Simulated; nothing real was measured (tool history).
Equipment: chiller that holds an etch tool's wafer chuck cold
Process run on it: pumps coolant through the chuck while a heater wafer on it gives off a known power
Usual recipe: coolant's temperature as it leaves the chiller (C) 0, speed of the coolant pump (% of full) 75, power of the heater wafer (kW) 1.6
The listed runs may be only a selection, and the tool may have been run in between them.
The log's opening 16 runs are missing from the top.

| run | hour | coolant's temperature as it leaves the chiller (C) | speed of the coolant pump (% of full) | power of the heater wafer (kW) | hours since the coolant was changed and the channels were flushed | hours since the pump was overhauled | hours since the chiller's thermometer was calibrated | chuck's temperature once it has settled (C) | how much warmer the coolant comes back (C) |
|---|---|---|---|---|---|---|---|---|---|
| 17 | 1917.4 | 6 | 91 | 1.694 | 3627 | 2726 | 1742 | 24.2 | 4.75 |
|  | 2001.9 | gauge calibrated |
| 18 | 2015.5 | 9 | 65 | 0.951 | 3725 | 2824 | 1840 | 21.8 | 3.95 |
| 19 | 2169.8 | 6 | 78 | 1.687 | 3880 | 2978 | 1994 | 26.2 | 5.73 |
| 20 | 2302 | 6 | 78 | 1.687 | 4012 | 3110 | 2126 | 26 | 5.71 |
| 21 | 2379.4 | -3 | 75 | 1.144 | 4089 | 3188 | 2204 | 11.3 | 4.06 |
| 22 | 2448.9 | 2 | 92 | 0.873 | 4159 | 3257 | 2273 | 11.4 | 2.44 |
| 23 | 2553.5 | -9 | 75 | 2.395 | 4263 | 3362 | 2378 | 20.7 | 8.5 |
| 24 | 2673.8 | 2 | 94 | 1.603 | 4384 | 3482 | 2498 | 18.7 | 4.39 |
| 25 | 2764.5 | 2 | 94 | 1.603 | 4474 | 3573 | 2589 | 19 | 4.42 |
| 26 | 2866.4 | 2 | 94 | 1.603 | 4576 | 3675 | 2691 | 18.7 | 4.39 |
| 27 | 3018.5 | -10 | 66 | 1.6 | 4728 | 3827 | 2843 | 11.5 | 6.47 |
| 28 | 3086.8 | -6 | 70 | 1.6 | 4797 | 3895 | 2911 | 14.5 | 6.02 |
| 29 | 3198.4 | -6 | 70 | 1.6 | 4908 | 4007 | 3023 | 14.8 | 6.02 |
| 30 | 3304.3 | -7 | 63 | 0.899 | 5014 | 4113 | 3129 | 5.5 | 3.72 |
| 31 | 3460 | 7 | 77 | 2.086 | 5170 | 4269 | 3284 | 32.1 | 7.14 |
| 32 | 3589.4 | 7 | 77 | 2.086 | 5299 | 4398 | 3414 | 32.2 | 7.09 |

What if the next run were any one of these 4? Each begins from the tool's condition after run 32:
| A | 3691.8 | 7 | 97 | 1 | 5402 | 4500 | 3516 | ? | ? |
| B | 3691.8 | 1 | 75 | 1.793 | 5402 | 4500 | 3516 | ? | ? |
| C | 3691.8 | -5 | 70 | 0.824 | 5402 | 4500 | 3516 | ? | ? |
| D | 3691.8 | -9 | 73 | 1.6 | 5402 | 4500 | 3516 | ? | ? |

| run | chuck's temperature once it has settled (C) | how much warmer the coolant comes back (C) |
|---|---|---|
| A | 17.2 | 2.56 |
| B | 23.1 | 6.2 |
| C | 5.6 | 3 |
| D | 10.9 | 5.75 |
With the hidden condition removed and each run's random variation left untouched, the same runs would have given:
| run | chuck's temperature once it has settled (C) | how much warmer the coolant comes back (C) |
|---|---|---|
| A | 17.1 | 2.72 |
| B | 23.1 | 6.36 |
| C | 5.6 | 3.16 |
| D | 10.8 | 5.91 |
